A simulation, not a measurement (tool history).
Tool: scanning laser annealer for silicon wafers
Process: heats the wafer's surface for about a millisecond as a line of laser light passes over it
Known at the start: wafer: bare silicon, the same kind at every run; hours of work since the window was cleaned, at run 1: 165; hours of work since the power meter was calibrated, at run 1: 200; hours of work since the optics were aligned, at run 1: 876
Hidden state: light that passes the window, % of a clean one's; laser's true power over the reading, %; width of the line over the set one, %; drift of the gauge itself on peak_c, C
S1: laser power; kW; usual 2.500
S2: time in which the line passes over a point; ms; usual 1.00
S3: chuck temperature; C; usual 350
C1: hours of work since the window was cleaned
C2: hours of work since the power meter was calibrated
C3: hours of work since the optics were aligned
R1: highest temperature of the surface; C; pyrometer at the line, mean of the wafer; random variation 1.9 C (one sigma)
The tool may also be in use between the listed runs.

run,hour,S1,S2,S3,C1,C2,C3,R1
1,0.0,2.500,1.00,350,165,200,876,1162
2,12.0,2.500,1.00,350,175,209,885,1163
3,22.0,2.500,1.00,350,183,217,893,1162
4,29.4,2.500,1.00,350,188,223,899,1165
5,39.6,2.500,1.00,350,196,230,907,1163
6,45.1,2.500,1.00,350,200,235,911,1159
7,57.7,2.500,1.00,350,210,244,921,1156
8,67.5,2.500,1.00,350,218,252,929,1160
9,73.1,2.500,1.00,350,222,256,933,1156
10,83.5,2.500,1.00,350,230,265,941,1157
11,94.3,2.500,1.00,350,239,273,949,1156
12,103.7,2.500,1.00,350,246,280,957,1153
13,112.1,2.500,1.00,348,252,287,963,1154
14,120.6,2.500,1.00,350,259,293,970,1155
15,132.2,2.500,1.00,350,268,302,979,1152
16,141.8,2.351,1.00,350,276,310,986,1107
17,151.3,2.500,0.99,350,283,317,994,1146
18,164.7,2.500,0.99,350,293,328,1004,1144
19,177.1,2.500,1.00,335,303,337,1014,1134
20,188.6,2.500,1.00,335,312,346,1023,1132
21,201.7,2.500,1.05,335,322,356,1033,1151
22,214.2,2.164,0.85,350,332,366,1042,989
23,224.6,2.713,0.85,370,340,374,1051,1163
24,232.8,2.713,0.85,370,346,381,1057,1159
# hour 245.5: window over the wafer cleaned
25,245.8,2.209,0.85,358,0,389,1065,1042
26,255.7,2.500,1.22,363,8,397,1073,1280
27,262.4,2.691,1.22,363,13,402,1078,1343
28,272.6,2.500,1.06,350,21,410,1086,1202
29,283.7,2.500,0.73,380,30,419,1095,1090
30,294.3,2.219,0.73,349,38,427,1103,982
31,301.4,2.219,0.73,349,43,432,1109,983
32,312.4,2.500,1.00,378,52,441,1117,1204
33,318.9,2.152,1.19,317,57,446,1122,1097
34,326.7,2.416,0.96,350,63,452,1128,1131
35,336.7,2.602,0.82,311,71,460,1136,1087
36,343.6,2.602,0.82,311,76,465,1141,1089
37,354.7,2.609,1.25,323,85,474,1150,1276
38,365.1,2.609,1.25,323,93,482,1158,1279
39,373.9,2.187,1.00,325,100,489,1165,1048
40,379.8,2.187,1.20,355,104,493,1170,1146
41,391.5,2.262,1.03,368,113,502,1179,1126
42,399.2,2.262,1.03,368,119,508,1185,1122

3 ways to go on from here, each from the tool as it stands after run 42. What would each give?
A,411.7,2.582,1.03,368,129,518,1194,?
B,411.7,2.268,1.00,385,129,518,1194,?
C,411.7,2.216,1.00,344,129,518,1194,?

run,R1
A,1221
B,1132
C,1072
Without the tool's hidden state the same runs would have given:
run,R1
A,1251
B,1158
C,1098

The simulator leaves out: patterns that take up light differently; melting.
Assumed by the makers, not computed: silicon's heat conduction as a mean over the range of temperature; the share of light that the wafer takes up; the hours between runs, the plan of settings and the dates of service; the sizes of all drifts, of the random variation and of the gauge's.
